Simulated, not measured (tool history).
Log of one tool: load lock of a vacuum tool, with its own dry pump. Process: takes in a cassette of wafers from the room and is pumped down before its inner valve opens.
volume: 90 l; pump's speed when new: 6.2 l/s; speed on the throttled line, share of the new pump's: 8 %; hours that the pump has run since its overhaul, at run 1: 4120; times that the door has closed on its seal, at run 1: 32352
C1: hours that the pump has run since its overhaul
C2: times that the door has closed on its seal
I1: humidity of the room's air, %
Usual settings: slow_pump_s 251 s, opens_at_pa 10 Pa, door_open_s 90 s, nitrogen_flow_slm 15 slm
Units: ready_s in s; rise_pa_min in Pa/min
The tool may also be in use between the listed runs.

{"run": 1, "hour": 0.0, "slow_pump_s": 251, "opens_at_pa": 10, "door_open_s": 90, "nitrogen_flow_slm": 15, "C1": 4120, "C2": 32352, "I1": 46.5, "ready_s": 367.2, "rise_pa_min": 0.095}
{"run": 2, "hour": 84.2, "slow_pump_s": 251, "opens_at_pa": 10, "door_open_s": 90, "nitrogen_flow_slm": 9, "C1": 4204, "C2": 32588, "I1": 44.1, "ready_s": 371.4, "rise_pa_min": 0.098}
{"run": 3, "hour": 150.6, "slow_pump_s": 251, "opens_at_pa": 10, "door_open_s": 90, "nitrogen_flow_slm": 9, "C1": 4271, "C2": 32774, "I1": 43.3, "ready_s": 375.1, "rise_pa_min": 0.092}
{"run": 4, "hour": 277.5, "slow_pump_s": 251, "opens_at_pa": 10, "door_open_s": 26, "nitrogen_flow_slm": 15, "C1": 4398, "C2": 33129, "I1": 42.5, "ready_s": 370.9, "rise_pa_min": 0.056}
{"run": 5, "hour": 384.4, "slow_pump_s": 251, "opens_at_pa": 10, "door_open_s": 153, "nitrogen_flow_slm": 15, "C1": 4505, "C2": 33428, "I1": 47.5, "ready_s": 372.5, "rise_pa_min": 0.121}
{"run": 6, "hour": 505.7, "slow_pump_s": 251, "opens_at_pa": 10, "door_open_s": 153, "nitrogen_flow_slm": 15, "C1": 4626, "C2": 33768, "I1": 48.2, "ready_s": 375.8, "rise_pa_min": 0.125}
{"run": 7, "hour": 561.6, "slow_pump_s": 251, "opens_at_pa": 19, "door_open_s": 153, "nitrogen_flow_slm": 24, "C1": 4682, "C2": 33924, "I1": 44.0, "ready_s": 361.9, "rise_pa_min": 0.101}
{"run": 8, "hour": 662.5, "slow_pump_s": 251, "opens_at_pa": 18, "door_open_s": 90, "nitrogen_flow_slm": 15, "C1": 4783, "C2": 34207, "I1": 43.8, "ready_s": 365.3, "rise_pa_min": 0.092}
{"run": 9, "hour": 719.5, "slow_pump_s": 251, "opens_at_pa": 18, "door_open_s": 90, "nitrogen_flow_slm": 15, "C1": 4840, "C2": 34366, "I1": 44.5, "ready_s": 364.3, "rise_pa_min": 0.095}
{"run": 10, "hour": 785.3, "slow_pump_s": 251, "opens_at_pa": 18, "door_open_s": 90, "nitrogen_flow_slm": 15, "C1": 4905, "C2": 34550, "I1": 44.8, "ready_s": 364.4, "rise_pa_min": 0.095}
{"run": 11, "hour": 875.9, "slow_pump_s": 146, "opens_at_pa": 19, "door_open_s": 40, "nitrogen_flow_slm": 7, "C1": 4996, "C2": 34804, "I1": 44.8, "ready_s": 265.0, "rise_pa_min": 0.081}
{"run": 12, "hour": 942.3, "slow_pump_s": 146, "opens_at_pa": 19, "door_open_s": 40, "nitrogen_flow_slm": 7, "C1": 5062, "C2": 34990, "I1": 43.3, "ready_s": 267.1, "rise_pa_min": 0.08}

Forecast each of these 4 alternatives for the next run:
{"run": "A", "hour": 1060.6, "slow_pump_s": 146, "opens_at_pa": 9, "door_open_s": 124, "nitrogen_flow_slm": 30, "C1": 5181, "C2": 35321, "I1": 44.7, "ready_s": "?", "rise_pa_min": "?"}
{"run": "B", "hour": 1060.6, "slow_pump_s": 146, "opens_at_pa": 19, "door_open_s": 227, "nitrogen_flow_slm": 4, "C1": 5181, "C2": 35321, "I1": 41.8, "ready_s": "?", "rise_pa_min": "?"}
{"run": "C", "hour": 1060.6, "slow_pump_s": 251, "opens_at_pa": 10, "door_open_s": 90, "nitrogen_flow_slm": 19, "C1": 5181, "C2": 35321, "I1": 45.5, "ready_s": "?", "rise_pa_min": "?"}
{"run": "D", "hour": 1060.6, "slow_pump_s": 146, "opens_at_pa": 16, "door_open_s": 121, "nitrogen_flow_slm": 4, "C1": 5181, "C2": 35321, "I1": 47.0, "ready_s": "?", "rise_pa_min": "?"}

run=A ready_s=276.9 rise_pa_min=0.094
run=B ready_s=267.6 rise_pa_min=0.171
run=C ready_s=375.8 rise_pa_min=0.091
run=D ready_s=267.9 rise_pa_min=0.133
Without the tool's hidden state the same runs would have given:
run=A ready_s=269.0 rise_pa_min=0.048
run=B ready_s=260.1 rise_pa_min=0.125
run=C ready_s=368.1 rise_pa_min=0.046
run=D ready_s=260.5 rise_pa_min=0.088
